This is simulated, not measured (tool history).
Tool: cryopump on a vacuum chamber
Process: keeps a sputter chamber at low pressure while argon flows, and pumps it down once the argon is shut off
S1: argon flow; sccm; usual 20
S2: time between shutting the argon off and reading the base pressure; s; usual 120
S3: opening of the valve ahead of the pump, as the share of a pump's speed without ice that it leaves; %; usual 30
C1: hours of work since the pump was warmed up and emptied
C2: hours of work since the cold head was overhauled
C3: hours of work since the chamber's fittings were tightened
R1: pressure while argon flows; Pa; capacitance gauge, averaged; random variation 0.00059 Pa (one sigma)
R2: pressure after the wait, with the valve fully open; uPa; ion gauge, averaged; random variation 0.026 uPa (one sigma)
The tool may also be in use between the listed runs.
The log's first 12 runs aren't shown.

run   hour  S1   S2  S3   C1   C2    C3      R1    R2
 13  142.6  20  120  30  677  677  1181  0.0797  1.38
 14  158.2  23  120  30  689  689  1194  0.0927  1.43
 15  174.0  25  120  30  702  702  1207  0.1009  1.40
 16  182.1  10  120  30  709  709  1213  0.0396  1.39
 17  192.8   8  265  33  717  717  1222  0.0294  0.92
 18  201.6  30  226  20  724  724  1229  0.1806  1.04
 19  210.8  31   27  20  732  732  1237  0.1858  4.39
 20  228.3  31   26  15  746  746  1251  0.2461  4.57
 21  241.8  20  189  17  757  757  1262  0.1401  1.14
 22  255.4  11  189  27  768  768  1273  0.0495  1.11
 23  269.1  13   29  46  779  779  1284  0.0354  4.10
 24  281.5   9  107  30  789  789  1294  0.0365  1.54
 25  293.7   9  107  30  799  799  1303  0.0362  1.49
 26  308.8   9  107  30  811  811  1316  0.0369  1.53
 27  323.0  20   35  36  822  822  1327  0.0686  3.54
 28  336.4  12  196  23  833  833  1338  0.0638  1.11
 29  346.3  12   40  39  841  841  1346  0.0374  3.12
 30  361.0  11  174  20  853  853  1358  0.0662  1.17
 31  371.9  11  174  20  862  862  1367  0.0663  1.26
 32  386.3  27   37  20  873  873  1378  0.1617  3.42

3 ways to go on from here, each from the tool as it stands after run 32. What would each give?
  A  400.1  27  120  45  885  885  1389   ?   ?
  B  400.1   8  120  30  885  885  1389   ?   ?
  C  400.1  17  117  30  885  885  1389   ?   ?

run      R1    R2
  A  0.0754  1.48
  B  0.0331  1.47
  C  0.0688  1.49
Without the tool's hidden state the same runs would have given:
run      R1    R2
  A  0.0693  1.07
  B  0.0313  1.06
  C  0.0649  1.08
